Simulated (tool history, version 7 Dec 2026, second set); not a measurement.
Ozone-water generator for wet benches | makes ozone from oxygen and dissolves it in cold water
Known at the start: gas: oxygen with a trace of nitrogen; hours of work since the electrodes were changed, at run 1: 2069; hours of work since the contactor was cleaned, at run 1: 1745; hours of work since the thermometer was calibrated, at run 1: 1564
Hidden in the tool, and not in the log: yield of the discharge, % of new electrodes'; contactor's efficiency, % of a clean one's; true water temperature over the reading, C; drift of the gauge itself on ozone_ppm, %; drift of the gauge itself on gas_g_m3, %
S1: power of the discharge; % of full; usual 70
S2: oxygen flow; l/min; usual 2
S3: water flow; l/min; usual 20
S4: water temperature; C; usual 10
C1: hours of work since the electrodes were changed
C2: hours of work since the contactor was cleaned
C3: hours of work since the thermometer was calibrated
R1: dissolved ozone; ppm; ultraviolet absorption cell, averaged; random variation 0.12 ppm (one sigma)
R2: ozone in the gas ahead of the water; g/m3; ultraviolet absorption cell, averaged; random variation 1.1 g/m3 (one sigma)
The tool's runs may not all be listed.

run 1 day=0 | S1=70 S2=2 S3=20 S4=10 | C1=2069 C2=1745 C3=1564 | R1=9.7 R2=192.2
run 2 day=2.233 | S1=48 S2=2 S3=20 S4=10 | C1=2103 C2=1778 C3=1598 | R1=7 R2=144
run 3 day=3.7 | S1=48 S2=2 S3=20 S4=10 | C1=2125 C2=1801 C3=1620 | R1=7.4 R2=143.1
run 4 day=6.267 | S1=70 S2=2 S3=29 S4=10 | C1=2164 C2=1839 C3=1659 | R1=6.2 R2=192.5
run 5 day=8.854 | S1=70 S2=2 S3=20 S4=10 | C1=2203 C2=1878 C3=1698 | R1=9.7 R2=193.7
run 6 day=10.362 | S1=70 S2=2 S3=20 S4=10 | C1=2225 C2=1901 C3=1721 | R1=9.6 R2=193.3
run 7 day=12.025 | S1=70 S2=2 S3=20 S4=10 | C1=2251 C2=1926 C3=1746 | R1=9.6 R2=193.8
run 8 day=15.142 | S1=70 S2=2 S3=20 S4=10 | C1=2298 C2=1974 C3=1793 | R1=9.5 R2=191.1
run 9 day=17.067 | S1=70 S2=2 S3=20 S4=10 | C1=2327 C2=2003 C3=1822 | R1=9.6 R2=191.8
run 10 day=20.442 | S1=70 S2=2 S3=20 S4=10 | C1=2378 C2=2054 C3=1873 | R1=9.4 R2=191.2
run 11 day=21.921 | S1=70 S2=2 S3=20 S4=10 | C1=2400 C2=2076 C3=1896 | R1=9.5 R2=190.1
run 12 day=24.912 | S1=70 S2=2 S3=16 S4=10 | C1=2446 C2=2121 C3=1941 | R1=12.3 R2=191.7
run 13 day=26.85 | S1=57 S2=2 S3=20 S4=10 | C1=2475 C2=2151 C3=1970 | R1=8.2 R2=163.5
run 14 day=28.321 | S1=57 S2=2 S3=24 S4=10 | C1=2497 C2=2173 C3=1992 | R1=6.7 R2=163.4
run 15 day=31.396 | S1=59 S2=2 S3=27 S4=5 | C1=2544 C2=2219 C3=2039 | R1=6 R2=167.9
run 16 day=32.858 | S1=89 S2=1.63 S3=20 S4=10 | C1=2566 C2=2241 C3=2061 | R1=10.8 R2=255.6
run 17 day=35.854 | S1=70 S2=2 S3=30 S4=5 | C1=2611 C2=2287 C3=2106 | R1=6.1 R2=190.3
run 18 day=37.825 | S1=49 S2=1.59 S3=30 S4=5 | C1=2641 C2=2317 C3=2136 | R1=4.2 R2=163.1
run 19 day=39.483 | S1=70 S2=1.95 S3=20 S4=8 | C1=2666 C2=2342 C3=2161 | R1=9.6 R2=193.5
run 20 day=41.754 | S1=70 S2=1.95 S3=20 S4=8 | C1=2700 C2=2376 C3=2196 | R1=9.6 R2=192.3
run 21 day=44.012 | S1=56 S2=1.95 S3=20 S4=10 | C1=2734 C2=2410 C3=2230 | R1=7.8 R2=163.2
run 22 day=46.142 | S1=70 S2=2.87 S3=20 S4=10 | C1=2767 C2=2442 C3=2262 | R1=10.2 R2=157.2
run 23 day=49.55 | S1=70 S2=3.46 S3=30 S4=10 | C1=2818 C2=2494 C3=2314 | R1=6.8 R2=141.7
run 24 day=51.404 | S1=61 S2=3.26 S3=14 S4=10 | C1=2846 C2=2522 C3=2342 | R1=13.4 R2=129.6
run 25 day=54.117 | S1=61 S2=3.26 S3=14 S4=10 | C1=2887 C2=2563 C3=2383 | R1=13.1 R2=131.6
run 26 day=57.025 | S1=70 S2=1.05 S3=31 S4=10 | C1=2931 C2=2607 C3=2427 | R1=4.6 R2=269
run 27 day=60.083 | S1=70 S2=1.05 S3=31 S4=10 | C1=2977 C2=2653 C3=2473 | R1=4.4 R2=266.6

Forecast each of these 5 alternatives for the next run:
run A day=62.467 | S1=70 S2=2.73 S3=31 S4=10 | C1=3014 C2=2689 C3=2509 | R1=? R2=?
run B day=62.467 | S1=48 S2=2 S3=32 S4=10 | C1=3014 C2=2689 C3=2509 | R1=? R2=?
run C day=62.467 | S1=54 S2=1.28 S3=16 S4=10 | C1=3014 C2=2689 C3=2509 | R1=? R2=?
run D day=62.467 | S1=70 S2=1.18 S3=24 S4=5 | C1=3014 C2=2689 C3=2509 | R1=? R2=?
run E day=62.467 | S1=75 S2=1.05 S3=27 S4=10 | C1=3014 C2=2689 C3=2509 | R1=? R2=?

run=A R1=6.1 R2=158.5
run=B R1=4.2 R2=142.6
run=C R1=8.6 R2=197.7
run=D R1=6.3 R2=250
run=E R1=5.7 R2=280.5
Without the tool's hidden state the same runs would have given:
run=A R1=6.7 R2=170.2
run=B R1=4.5 R2=149.9
run=C R1=9.3 R2=209.2
run=D R1=6.9 R2=268.5
run=E R1=6.2 R2=302.5

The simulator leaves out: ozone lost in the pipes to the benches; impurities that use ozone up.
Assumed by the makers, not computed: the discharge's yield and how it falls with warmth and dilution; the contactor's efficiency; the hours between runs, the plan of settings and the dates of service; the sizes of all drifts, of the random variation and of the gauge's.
